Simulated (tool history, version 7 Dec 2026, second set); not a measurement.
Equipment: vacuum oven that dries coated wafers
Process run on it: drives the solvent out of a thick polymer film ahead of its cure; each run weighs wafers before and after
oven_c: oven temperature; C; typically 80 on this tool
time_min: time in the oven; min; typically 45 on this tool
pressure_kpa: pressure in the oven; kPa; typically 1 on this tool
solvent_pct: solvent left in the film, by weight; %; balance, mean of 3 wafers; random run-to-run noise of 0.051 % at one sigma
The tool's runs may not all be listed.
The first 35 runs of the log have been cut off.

run,hour,oven_c,time_min,pressure_kpa,hours of work since the thermocouples were calibrated,hours of work since the vacuum gauge was cleaned of residue,solvent_pct
36,1469.6,94,60,1.05,1090,1456,0.36
37,1495,85,28,1.51,1103,1469,1.83
38,1537.4,85,28,1.51,1125,1490,1.82
39,1575.7,85,28,1.51,1144,1509,1.74
40,1603.2,68,60,0.96,1158,1523,2.3
# hour 1623.7: oven's thermocouples calibrated
41,1655.5,93,77,1.4,16,1549,0.32
42,1712.5,93,77,1.4,45,1578,0.28
43,1743.8,79,24,0.69,61,1593,3.35
44,1793.9,91,45,1,86,1619,0.32

Below are 5 alternative next runs, each starting from the tool's condition after run 44. Predict each:
A,1834.1,86,75,1.91,106,1639,?
B,1834.1,91,26,1,106,1639,?
C,1834.1,91,32,1,106,1639,?
D,1834.1,68,42,2.96,106,1639,?
E,1834.1,91,39,2.8,106,1639,?

run,solvent_pct
A,0.6
B,0.99
C,0.5
D,4.83
E,0.88
Stripped of hidden state, with their random variation kept, the same runs would have yielded:
run,solvent_pct
A,0.6
B,0.99
C,0.5
D,4.81
E,0.88
